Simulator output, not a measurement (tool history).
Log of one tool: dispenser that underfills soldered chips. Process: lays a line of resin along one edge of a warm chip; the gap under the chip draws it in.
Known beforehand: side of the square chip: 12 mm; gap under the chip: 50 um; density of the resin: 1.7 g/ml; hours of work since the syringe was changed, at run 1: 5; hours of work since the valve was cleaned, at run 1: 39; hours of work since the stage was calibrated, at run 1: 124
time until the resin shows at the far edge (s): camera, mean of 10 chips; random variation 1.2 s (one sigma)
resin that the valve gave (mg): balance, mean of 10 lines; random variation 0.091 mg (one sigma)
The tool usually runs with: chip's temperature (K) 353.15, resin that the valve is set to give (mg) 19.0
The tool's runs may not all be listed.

run	hour	chip's temperature (K)	resin that the valve is set to give (mg)	hours of work since the syringe was changed	hours of work since the valve was cleaned	hours of work since the stage was calibrated	time until the resin shows at the far edge (s)	resin that the valve gave (mg)
1	0.0	353.15	19.0	5	39	124	191.7	18.68
2	9.6	353.15	19.0	11	45	130	320.9	18.74
# hour 11.7: new syringe of resin
3	19.8	353.15	19.0	5	51	137	192.8	18.51
# hour 30.6: new syringe of resin
4	33.4	353.15	18.0	2	59	145	145.1	17.48
5	48.1	353.15	18.0	11	68	154	339.9	17.44
# hour 49.6: new syringe of resin
6	55.9	353.15	18.0	4	73	159	175.6	17.40
7	65.2	353.15	19.0	10	79	165	295.5	18.28
# hour 69.5: new syringe of resin
8	82.6	345.15	19.0	8	90	175	329.4	18.17
# hour 88.6: new syringe of resin
9	90.7	345.15	19.0	1	95	180	181.9	18.10
# hour 108.0: new syringe of resin
10	108.0	353.15	21.4	0	105	191	123.6	20.38
11	119.1	353.15	17.2	7	112	198	238.2	16.30
# hour 127.1: new syringe of resin
12	127.6	353.15	17.2	0	117	203	130.5	16.12
13	142.3	353.15	17.2	10	126	212	302.9	16.23
# hour 146.4: new syringe of resin
# hour 147.4: dispensing valve cleaned and set on the balance
14	153.4	365.15	19.0	4	4	218	123.7	18.96
# hour 165.8: new syringe of resin
15	166.9	349.15	19.0	1	12	227	152.1	18.96
16	179.0	349.15	19.0	8	20	234	292.9	18.81
# hour 185.1: new syringe of resin
17	192.3	362.15	19.0	5	28	242	147.5	18.86
# hour 203.7: new syringe of resin
18	209.5	362.15	19.0	4	38	253	132.6	18.81
# hour 223.4: new syringe of resin
19	223.9	360.15	16.5	0	47	262	109.5	16.16
# hour 241.8: new syringe of resin
20	242.1	360.15	16.5	0	58	273	105.2	15.88
21	252.0	340.15	17.9	6	65	279	336.3	17.34
# hour 260.7: new syringe of resin
22	263.6	340.15	17.9	2	72	286	230.9	17.14
23	275.4	344.15	16.2	9	79	294	403.5	15.53
# hour 279.8: new syringe of resin
24	289.9	357.15	16.2	6	88	302	202.9	15.56
# hour 298.4: new syringe of resin
25	303.3	357.15	16.2	3	96	311	153.5	15.72
# hour 316.8: new syringe of resin
26	317.8	361.15	19.0	1	105	319	106.1	18.21
27	332.8	352.15	18.9	10	114	329	322.9	18.00
# hour 336.8: new syringe of resin
28	344.7	351.15	19.1	5	122	336	214.5	18.10
# hour 355.6: new syringe of resin
29	355.6	353.15	19.7	0	128	343	127.1	18.63
# hour 357.6: dispensing valve cleaned and set on the balance
30	364.6	338.15	21.4	5	4	348	320.5	21.39
# hour 376.1: new syringe of resin
31	380.2	338.15	21.4	3	14	357	254.2	21.35
# hour 395.5: new syringe of resin
32	397.6	354.15	20.2	1	25	368	139.8	20.07
33	406.1	351.15	17.8	7	30	373	252.9	17.57
# hour 414.2: new syringe of resin
34	420.2	351.15	17.8	4	39	382	191.0	17.44
# hour 433.4: new syringe of resin
35	436.3	353.15	18.5	2	49	392	151.0	18.11

Across each entry between runs, compare the hidden state at the last listed run before it with the hidden state at the first listed run after it:
From run 2 to run 3: new syringe of resin (hour 11.7)
  resin's viscosity, % of fresh resin's: 263.1 -> 156.8; dose that the valve gives, % of what is set: 97.87 -> 97.6; true chip temperature over the reading, C: -0.87 -> -0.9
  measured value less the no-hidden-state value, time until the resin shows at the far edge (s): +202.8 -> +73.7; resin that the valve gave (mg): -0.41 -> -0.46
From run 3 to run 4: new syringe of resin (hour 30.6)
  resin's viscosity, % of fresh resin's: 156.8 -> 117.3; dose that the valve gives, % of what is set: 97.6 -> 97.2; true chip temperature over the reading, C: -0.9 -> -0.95
  measured value less the no-hidden-state value, time until the resin shows at the far edge (s): +73.7 -> +25.5; resin that the valve gave (mg): -0.46 -> -0.50
From run 5 to run 6: new syringe of resin (hour 49.6)
  resin's viscosity, % of fresh resin's: 268.2 -> 141.2; dose that the valve gives, % of what is set: 96.79 -> 96.57; true chip temperature over the reading, C: -1 -> -1.03
  measured value less the no-hidden-state value, time until the resin shows at the far edge (s): +217.6 -> +55.8; resin that the valve gave (mg): -0.57 -> -0.62
From run 7 to run 8: new syringe of resin (hour 69.5)
  resin's viscosity, % of fresh resin's: 238.2 -> 206.1; dose that the valve gives, % of what is set: 96.3 -> 95.76; true chip temperature over the reading, C: -1.06 -> -1.12
  measured value less the no-hidden-state value, time until the resin shows at the far edge (s): +176.5 -> +176.1; resin that the valve gave (mg): -0.71 -> -0.80
From run 8 to run 9: new syringe of resin (hour 88.6)
  resin's viscosity, % of fresh resin's: 206.1 -> 114.2; dose that the valve gives, % of what is set: 95.76 -> 95.54; true chip temperature over the reading, C: -1.12 -> -1.15
  measured value less the no-hidden-state value, time until the resin shows at the far edge (s): +176.1 -> +29.4; resin that the valve gave (mg): -0.80 -> -0.85
From run 9 to run 10: new syringe of resin (hour 108.0)
  resin's viscosity, % of fresh resin's: 114.2 -> 99.3; dose that the valve gives, % of what is set: 95.54 -> 95.07; true chip temperature over the reading, C: -1.15 -> -1.21
  measured value less the no-hidden-state value, time until the resin shows at the far edge (s): +29.4 -> +4.0; resin that the valve gave (mg): -0.85 -> -1.05
From run 11 to run 12: new syringe of resin (hour 127.1)
  resin's viscosity, % of fresh resin's: 184.6 -> 102.2; dose that the valve gives, % of what is set: 94.77 -> 94.55; true chip temperature over the reading, C: -1.25 -> -1.29
  measured value less the no-hidden-state value, time until the resin shows at the far edge (s): +115.5 -> +9.4; resin that the valve gave (mg): -0.90 -> -0.93
From run 13 to run 14: new syringe of resin (hour 146.4); dispensing valve cleaned and set on the balance (hour 147.4)
  resin's viscosity, % of fresh resin's: 232.6 -> 140.3; dose that the valve gives, % of what is set: 94.13 -> 99.92; true chip temperature over the reading, C: -1.34 -> -1.38
  measured value less the no-hidden-state value, time until the resin shows at the far edge (s): +179.5 -> +38.8; resin that the valve gave (mg): -1.01 -> -0.02
From run 14 to run 15: new syringe of resin (hour 165.8)
  resin's viscosity, % of fresh resin's: 140.3 -> 106; dose that the valve gives, % of what is set: 99.92 -> 99.57; true chip temperature over the reading, C: -1.38 -> -1.43
  measured value less the no-hidden-state value, time until the resin shows at the far edge (s): +38.8 -> +14.9; resin that the valve gave (mg): -0.02 -> -0.09
From run 16 to run 17: new syringe of resin (hour 185.1)
  resin's viscosity, % of fresh resin's: 207.9 -> 151; dose that the valve gives, % of what is set: 99.21 -> 98.88; true chip temperature over the reading, C: -1.46 -> -1.52
  measured value less the no-hidden-state value, time until the resin shows at the far edge (s): +158.4 -> +53.8; resin that the valve gave (mg): -0.15 -> -0.21
From run 17 to run 18: new syringe of resin (hour 203.7)
  resin's viscosity, % of fresh resin's: 151 -> 139.4; dose that the valve gives, % of what is set: 98.88 -> 98.39; true chip temperature over the reading, C: -1.52 -> -1.57
  measured value less the no-hidden-state value, time until the resin shows at the far edge (s): +53.8 -> +42.0; resin that the valve gave (mg): -0.21 -> -0.31
From run 18 to run 19: new syringe of resin (hour 223.4)
  resin's viscosity, % of fresh resin's: 139.4 -> 103.9; dose that the valve gives, % of what is set: 98.39 -> 97.97; true chip temperature over the reading, C: -1.57 -> -1.63
  measured value less the no-hidden-state value, time until the resin shows at the far edge (s): +42.0 -> +9.5; resin that the valve gave (mg): -0.31 -> -0.33
From run 19 to run 20: new syringe of resin (hour 241.8)
  resin's viscosity, % of fresh resin's: 103.9 -> 100.9; dose that the valve gives, % of what is set: 97.97 -> 97.51; true chip temperature over the reading, C: -1.63 -> -1.69
  measured value less the no-hidden-state value, time until the resin shows at the far edge (s): +9.5 -> +6.5; resin that the valve gave (mg): -0.33 -> -0.40
From run 21 to run 22: new syringe of resin (hour 260.7)
  resin's viscosity, % of fresh resin's: 175.6 -> 119.5; dose that the valve gives, % of what is set: 97.22 -> 96.93; true chip temperature over the reading, C: -1.72 -> -1.76
  measured value less the no-hidden-state value, time until the resin shows at the far edge (s): +156.4 -> +49.4; resin that the valve gave (mg): -0.50 -> -0.55
From run 23 to run 24: new syringe of resin (hour 279.8)
  resin's viscosity, % of fresh resin's: 231.9 -> 174.2; dose that the valve gives, % of what is set: 96.57 -> 96.21; true chip temperature over the reading, C: -1.8 -> -1.85
  measured value less the no-hidden-state value, time until the resin shows at the far edge (s): +241.0 -> +94.0; resin that the valve gave (mg): -0.55 -> -0.62
From run 24 to run 25: new syringe of resin (hour 298.4)
  resin's viscosity, % of fresh resin's: 174.2 -> 130.6; dose that the valve gives, % of what is set: 96.21 -> 95.81; true chip temperature over the reading, C: -1.85 -> -1.9
  measured value less the no-hidden-state value, time until the resin shows at the far edge (s): +94.0 -> +43.9; resin that the valve gave (mg): -0.62 -> -0.68
From run 25 to run 26: new syringe of resin (hour 316.8)
  resin's viscosity, % of fresh resin's: 130.6 -> 104.6; dose that the valve gives, % of what is set: 95.81 -> 95.39; true chip temperature over the reading, C: -1.9 -> -1.95
  measured value less the no-hidden-state value, time until the resin shows at the far edge (s): +43.9 -> +11.0; resin that the valve gave (mg): -0.68 -> -0.87
From run 27 to run 28: new syringe of resin (hour 336.8)
  resin's viscosity, % of fresh resin's: 241.9 -> 157.3; dose that the valve gives, % of what is set: 95 -> 94.65; true chip temperature over the reading, C: -2 -> -2.04
  measured value less the no-hidden-state value, time until the resin shows at the far edge (s): +198.3 -> +87.4; resin that the valve gave (mg): -0.95 -> -1.03
From run 28 to run 29: new syringe of resin (hour 355.6)
  resin's viscosity, % of fresh resin's: 157.3 -> 101.2; dose that the valve gives, % of what is set: 94.65 -> 94.35; true chip temperature over the reading, C: -2.04 -> -2.08
  measured value less the no-hidden-state value, time until the resin shows at the far edge (s): +87.4 -> +10.0; resin that the valve gave (mg): -1.03 -> -1.11
From run 29 to run 30: dispensing valve cleaned and set on the balance (hour 357.6)
  resin's viscosity, % of fresh resin's: 101.2 -> 158.8; dose that the valve gives, % of what is set: 94.35 -> 99.81; true chip temperature over the reading, C: -2.08 -> -2.1
  measured value less the no-hidden-state value, time until the resin shows at the far edge (s): +10.0 -> +132.2; resin that the valve gave (mg): -1.11 -> -0.04
From run 30 to run 31: new syringe of resin (hour 376.1)
  resin's viscosity, % of fresh resin's: 158.8 -> 124.3; dose that the valve gives, % of what is set: 99.81 -> 99.37; true chip temperature over the reading, C: -2.1 -> -2.16
  measured value less the no-hidden-state value, time until the resin shows at the far edge (s): +132.2 -> +63.9; resin that the valve gave (mg): -0.04 -> -0.13
From run 31 to run 32: new syringe of resin (hour 395.5)
  resin's viscosity, % of fresh resin's: 124.3 -> 114; dose that the valve gives, % of what is set: 99.37 -> 98.89; true chip temperature over the reading, C: -2.16 -> -2.22
  measured value less the no-hidden-state value, time until the resin shows at the far edge (s): +63.9 -> +25.2; resin that the valve gave (mg): -0.13 -> -0.22
From run 33 to run 34: new syringe of resin (hour 414.2)
  resin's viscosity, % of fresh resin's: 182.9 -> 140.6; dose that the valve gives, % of what is set: 98.67 -> 98.28; true chip temperature over the reading, C: -2.25 -> -2.29
  measured value less the no-hidden-state value, time until the resin shows at the far edge (s): +124.3 -> +64.7; resin that the valve gave (mg): -0.24 -> -0.31
From run 34 to run 35: new syringe of resin (hour 433.4)
  resin's viscosity, % of fresh resin's: 140.6 -> 117; dose that the valve gives, % of what is set: 98.28 -> 97.84; true chip temperature over the reading, C: -2.29 -> -2.35
  measured value less the no-hidden-state value, time until the resin shows at the far edge (s): +64.7 -> +31.1; resin that the valve gave (mg): -0.31 -> -0.40
